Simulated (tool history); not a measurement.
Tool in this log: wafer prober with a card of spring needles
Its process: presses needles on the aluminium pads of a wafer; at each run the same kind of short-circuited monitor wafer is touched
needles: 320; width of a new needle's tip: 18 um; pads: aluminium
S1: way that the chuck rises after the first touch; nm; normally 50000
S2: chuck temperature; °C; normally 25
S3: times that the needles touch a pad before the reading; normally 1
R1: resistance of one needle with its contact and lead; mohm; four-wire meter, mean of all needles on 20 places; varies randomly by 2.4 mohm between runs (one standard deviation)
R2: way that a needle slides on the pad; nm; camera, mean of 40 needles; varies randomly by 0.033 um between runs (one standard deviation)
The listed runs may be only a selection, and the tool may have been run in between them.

| run | hour | S1 | S2 | S3 | R1 | R2 |
|---|---|---|---|---|---|---|
| 1 | 0.0 | 50000 | 25 | 1 | 398 | 7990 |
| 2 | 10.6 | 50000 | 25 | 3 | 294 | 7910 |
| 3 | 18.4 | 49000 | 25 | 1 | 296 | 7770 |
| 4 | 27.4 | 50000 | 116 | 1 | 326 | 7820 |
| 5 | 34.6 | 32000 | 25 | 1 | 596 | 4910 |
| 6 | 46.0 | 32000 | 25 | 1 | 389 | 4900 |
| 7 | 58.9 | 50000 | 73 | 1 | 406 | 7780 |
| 8 | 66.8 | 50000 | 73 | 1 | 410 | 7810 |
| 9 | 78.8 | 50000 | 73 | 1 | 312 | 7720 |
| 10 | 88.0 | 50000 | 73 | 1 | 332 | 7710 |
| 11 | 100.7 | 50000 | 101 | 1 | 413 | 7740 |
| 12 | 107.0 | 50000 | 101 | 1 | 362 | 7710 |
| 13 | 116.8 | 50000 | 25 | 1 | 384 | 7670 |
| 14 | 122.7 | 50000 | 25 | 1 | 335 | 7660 |
| 15 | 129.3 | 44000 | 38 | 1 | 297 | 6710 |
| 16 | 142.8 | 62000 | 25 | 1 | 350 | 9620 |
| 17 | 149.0 | 62000 | 25 | 1 | 322 | 9580 |
| 18 | 156.8 | 62000 | 25 | 1 | 310 | 9570 |
| 19 | 169.2 | 62000 | 25 | 1 | 358 | 9610 |
| 20 | 180.6 | 31000 | 31 | 1 | 339 | 4460 |
| 21 | 186.4 | 31000 | 31 | 1 | 652 | 4450 |
| 22 | 192.3 | 65000 | 25 | 1 | 319 | 9980 |
| 23 | 201.4 | 31000 | 58 | 1 | 536 | 4450 |
| 24 | 212.2 | 41000 | 25 | 1 | 459 | 6060 |
| 25 | 222.1 | 43000 | 48 | 2 | 399 | 6360 |
| 26 | 230.4 | 31000 | 70 | 2 | 527 | 4350 |
| 27 | 239.0 | 50000 | 33 | 1 | 416 | 7450 |

Between the runs listed above, the log contained 28 entries, not reproduced here. Where in the sequence does each belong, and how does what the log doesn't record of the tool's condition differ from the listed run before to the listed run after?
Run 1 -> run 2: tips cleaned on abrasive film (hour 1.3); tips cleaned on abrasive film (hour 9.7)
  debris on the tips, nm: 75.5 -> 23; way that the needles fall short of the set height, um: 1.07 -> 1.35; tips' diameter, um: 19.79 -> 20.85
  measured value less the no-hidden-state value, R1: +124 -> +18 mohm; R2: -170 -> -220 nm
Run 2 -> run 3: tips cleaned on abrasive film (hour 17.9)
  debris on the tips, nm: 23 -> 8.9; way that the needles fall short of the set height, um: 1.35 -> 1.46; tips' diameter, um: 20.85 -> 20.89
  measured value less the no-hidden-state value, R1: +18 -> +20 mohm; R2: -220 -> -230 nm
Run 3 -> run 4: tips cleaned on abrasive film (hour 27.0)
  debris on the tips, nm: 8.9 -> 13.5; way that the needles fall short of the set height, um: 1.46 -> 1.58; tips' diameter, um: 20.89 -> 20.93
  measured value less the no-hidden-state value, R1: +20 -> +25 mohm; R2: -230 -> -260 nm
Run 5 -> run 6: tips cleaned on abrasive film (hour 35.9); tips cleaned on abrasive film (hour 44.6)
  debris on the tips, nm: 73.7 -> 22.8; way that the needles fall short of the set height, um: 1.58 -> 1.81; tips' diameter, um: 20.93 -> 21.01
  measured value less the no-hidden-state value, R1: +314 -> +104 mohm; R2: -260 -> -290 nm
Run 6 -> run 7: tips cleaned on abrasive film, once more (hour 52.8)
  debris on the tips, nm: 22.8 -> 65.8; way that the needles fall short of the set height, um: 1.81 -> 1.92; tips' diameter, um: 21.01 -> 21.05
  measured value less the no-hidden-state value, R1: +104 -> +116 mohm; R2: -290 -> -310 nm
Run 7 -> run 8: tips cleaned on abrasive film (hour 60.9)
  debris on the tips, nm: 65.8 -> 70.4; way that the needles fall short of the set height, um: 1.92 -> 2.06; tips' diameter, um: 21.05 -> 21.1
  measured value less the no-hidden-state value, R1: +116 -> +124 mohm; R2: -310 -> -340 nm
Run 8 -> run 9: tips cleaned on abrasive film (hour 69.6); tips cleaned on abrasive film (hour 78.2)
  debris on the tips, nm: 70.4 -> 11.4; way that the needles fall short of the set height, um: 2.06 -> 2.24; tips' diameter, um: 21.1 -> 21.17
  measured value less the no-hidden-state value, R1: +124 -> +23 mohm; R2: -340 -> -360 nm
Run 9 -> run 10: tips cleaned on abrasive film (hour 87.1)
  debris on the tips, nm: 11.4 -> 20.4; way that the needles fall short of the set height, um: 2.24 -> 2.38; tips' diameter, um: 21.17 -> 21.21
  measured value less the no-hidden-state value, R1: +23 -> +40 mohm; R2: -360 -> -380 nm
Run 10 -> run 11: tips cleaned on abrasive film (hour 95.8)
  debris on the tips, nm: 20.4 -> 62.7; way that the needles fall short of the set height, um: 2.38 -> 2.51; tips' diameter, um: 21.21 -> 21.26
  measured value less the no-hidden-state value, R1: +40 -> +111 mohm; R2: -380 -> -400 nm
Run 11 -> run 12: tips cleaned on abrasive film (hour 104.0)
  debris on the tips, nm: 62.7 -> 35.2; way that the needles fall short of the set height, um: 2.51 -> 2.6; tips' diameter, um: 21.26 -> 21.29
  measured value less the no-hidden-state value, R1: +111 -> +64 mohm; R2: -400 -> -420 nm
Run 12 -> run 13: tips cleaned on abrasive film (hour 112.5)
  debris on the tips, nm: 35.2 -> 53.1; way that the needles fall short of the set height, um: 2.6 -> 2.71; tips' diameter, um: 21.29 -> 21.33
  measured value less the no-hidden-state value, R1: +64 -> +107 mohm; R2: -420 -> -440 nm
Run 13 -> run 14: tips cleaned on abrasive film (hour 120.9)
  debris on the tips, nm: 53.1 -> 26.5; way that the needles fall short of the set height, um: 2.71 -> 2.79; tips' diameter, um: 21.33 -> 21.36
  measured value less the no-hidden-state value, R1: +107 -> +56 mohm; R2: -440 -> -450 nm
Run 14 -> run 15: tips cleaned on abrasive film (hour 129.3)
  debris on the tips, nm: 26.5 -> 3.8; way that the needles fall short of the set height, um: 2.79 -> 2.91; tips' diameter, um: 21.36 -> 21.4
  measured value less the no-hidden-state value, R1: +56 -> +14 mohm; R2: -450 -> -470 nm
Run 15 -> run 16: tips cleaned on abrasive film (hour 137.8)
  debris on the tips, nm: 3.8 -> 56.7; way that the needles fall short of the set height, um: 2.91 -> 3; tips' diameter, um: 21.4 -> 21.43
  measured value less the no-hidden-state value, R1: +14 -> +77 mohm; R2: -470 -> -480 nm
Run 16 -> run 17: tips cleaned on abrasive film (hour 146.4)
  debris on the tips, nm: 56.7 -> 35.6; way that the needles fall short of the set height, um: 3 -> 3.14; tips' diameter, um: 21.43 -> 21.48
  measured value less the no-hidden-state value, R1: +77 -> +50 mohm; R2: -480 -> -510 nm
Run 17 -> run 18: tips cleaned on abrasive film (hour 155.1)
  debris on the tips, nm: 35.6 -> 25.1; way that the needles fall short of the set height, um: 3.14 -> 3.24; tips' diameter, um: 21.48 -> 21.51
  measured value less the no-hidden-state value, R1: +50 -> +37 mohm; R2: -510 -> -530 nm
Run 18 -> run 19: tips cleaned on abrasive film (hour 163.9)
  debris on the tips, nm: 25.1 -> 59.9; way that the needles fall short of the set height, um: 3.24 -> 3.37; tips' diameter, um: 21.51 -> 21.56
  measured value less the no-hidden-state value, R1: +37 -> +84 mohm; R2: -530 -> -550 nm
Run 19 -> run 20: tips cleaned on abrasive film (hour 172.5); tips cleaned on abrasive film (hour 180.6)
  debris on the tips, nm: 59.9 -> 8.3; way that the needles fall short of the set height, um: 3.37 -> 3.58; tips' diameter, um: 21.56 -> 21.63
  measured value less the no-hidden-state value, R1: +84 -> +53 mohm; R2: -550 -> -580 nm
Run 21 -> run 22: tips cleaned on abrasive film (hour 189.6)
  debris on the tips, nm: 66.4 -> 37.3; way that the needles fall short of the set height, um: 3.58 -> 3.67; tips' diameter, um: 21.63 -> 21.66
  measured value less the no-hidden-state value, R1: +366 -> +50 mohm; R2: -580 -> -590 nm
Run 22 -> run 23: tips cleaned on abrasive film (hour 198.3)
  debris on the tips, nm: 37.3 -> 42.9; way that the needles fall short of the set height, um: 3.67 -> 3.76; tips' diameter, um: 21.66 -> 21.7
  measured value less the no-hidden-state value, R1: +50 -> +237 mohm; R2: -590 -> -610 nm
Run 23 -> run 24: tips cleaned on abrasive film (hour 207.0)
  debris on the tips, nm: 42.9 -> 56.3; way that the needles fall short of the set height, um: 3.76 -> 3.88; tips' diameter, um: 21.7 -> 21.74
  measured value less the no-hidden-state value, R1: +237 -> +181 mohm; R2: -610 -> -630 nm
Run 24 -> run 25: tips cleaned on abrasive film (hour 215.8)
  debris on the tips, nm: 56.3 -> 63.9; way that the needles fall short of the set height, um: 3.88 -> 3.98; tips' diameter, um: 21.74 -> 21.77
  measured value less the no-hidden-state value, R1: +181 -> +112 mohm; R2: -630 -> -650 nm
Run 25 -> run 26: tips cleaned on abrasive film (hour 223.9)
  debris on the tips, nm: 63.9 -> 67.8; way that the needles fall short of the set height, um: 3.98 -> 4.08; tips' diameter, um: 21.77 -> 21.81
  measured value less the no-hidden-state value, R1: +112 -> +226 mohm; R2: -650 -> -660 nm
Run 26 -> run 27: tips cleaned on abrasive film (hour 233.0)
  debris on the tips, nm: 67.8 -> 63; way that the needles fall short of the set height, um: 4.08 -> 4.16; tips' diameter, um: 21.81 -> 21.84
  measured value less the no-hidden-state value, R1: +226 -> +137 mohm; R2: -660 -> -670 nm
